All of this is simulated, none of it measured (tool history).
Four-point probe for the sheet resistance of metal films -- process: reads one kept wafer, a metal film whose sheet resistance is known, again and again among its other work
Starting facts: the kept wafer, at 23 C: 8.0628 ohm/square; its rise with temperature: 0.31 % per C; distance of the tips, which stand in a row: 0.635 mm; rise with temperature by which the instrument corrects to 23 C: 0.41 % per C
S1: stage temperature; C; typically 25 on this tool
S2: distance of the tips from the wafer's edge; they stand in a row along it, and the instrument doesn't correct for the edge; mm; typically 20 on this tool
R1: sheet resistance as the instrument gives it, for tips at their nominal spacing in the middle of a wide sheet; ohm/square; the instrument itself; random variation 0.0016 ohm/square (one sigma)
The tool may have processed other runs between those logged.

run    hour  S1  S2        R1
  1     0.0  25  20  8.090598
  2    78.4  30  20  8.051140
  3   139.0  30  20  8.051846
  4   227.0  30  20  8.052777
  5   310.4  25  21  8.094822
  6   399.5  25  20  8.094177
  7   460.5  25  38  8.095050
  8   536.4  25  20  8.099131
  9   624.4  25  20  8.099016
 10   698.8  25  20  8.099336
 11   783.1  25  20  8.100218
 12   861.7  25  20  8.100194
 13   945.6  25  20  8.100934
 14  1036.2  25  21  8.103841
 15  1117.8  25  21  8.103988
 16  1183.3  25  21  8.105188
 17  1272.8  25  14  8.112628
 18  1331.9  25  14  8.118525
 19  1388.9  25  20  8.110933
 20  1442.3  25  20  8.110489
 21  1549.0  33  20  8.047321
 22  1667.8  25  20  8.114869
 23  1761.3  25  20  8.117235
 24  1824.9  20  11  8.170767
 25  1928.1  25  29  8.113209
 26  2036.1  25  21  8.120857
 27  2085.4  25  21  8.118208
 28  2173.1  19  20  8.174142
 29  2237.0  33   4  8.161944
 30  2342.2  33   4  8.163419
 31  2437.1  35   3  8.226736
 32  2525.5  21   3  8.345755
 33  2574.3  25  42  8.125086
 34  2680.5  25  45  8.125002
 35  2761.3  29   8  8.119750
 36  2845.3  25   7  8.160773
 37  2930.9  25   7  8.164529
 38  3013.1  25  61  8.131866
 39  3102.2  30   9  8.112411
 40  3210.7  33  47  8.068742
 41  3317.2  21  60  8.170858
 42  3400.7  21  60  8.170561
 43  3476.3  22  27  8.164739
 44  3569.5  29  34  8.108662

Selected run-to-run steps in R1, each split into two signed amounts: the part the tool would show with no hidden state at all (from settings, incoming material and random variation), and the remainder, which goes to the hidden state together with any gauge scatter not common to the measured and the hidden-state-free results:
Hidden state at play: inner tips' distance over the nominal, %; tips' flats over new ones', %; wafer's true temperature over the reading, C; drift of the gauge itself on sheet_ohm, %.
Run 21 -> 22: S1 33 -> 25. R1 +0.067548 ohm/square: hidden state +0.002348, all else +0.065200.
Run 31 -> 32: S1 35 -> 21. R1 +0.119019 ohm/square: hidden state +0.002524, all else +0.116495.
Run 32 -> 33: S1 21 -> 25, S2 3 -> 42. R1 -0.220669 ohm/square: hidden state -0.001317, all else -0.219352.
Run 40 -> 41: S1 33 -> 21, S2 47 -> 60. R1 +0.102116 ohm/square: hidden state +0.002882, all else +0.099234.
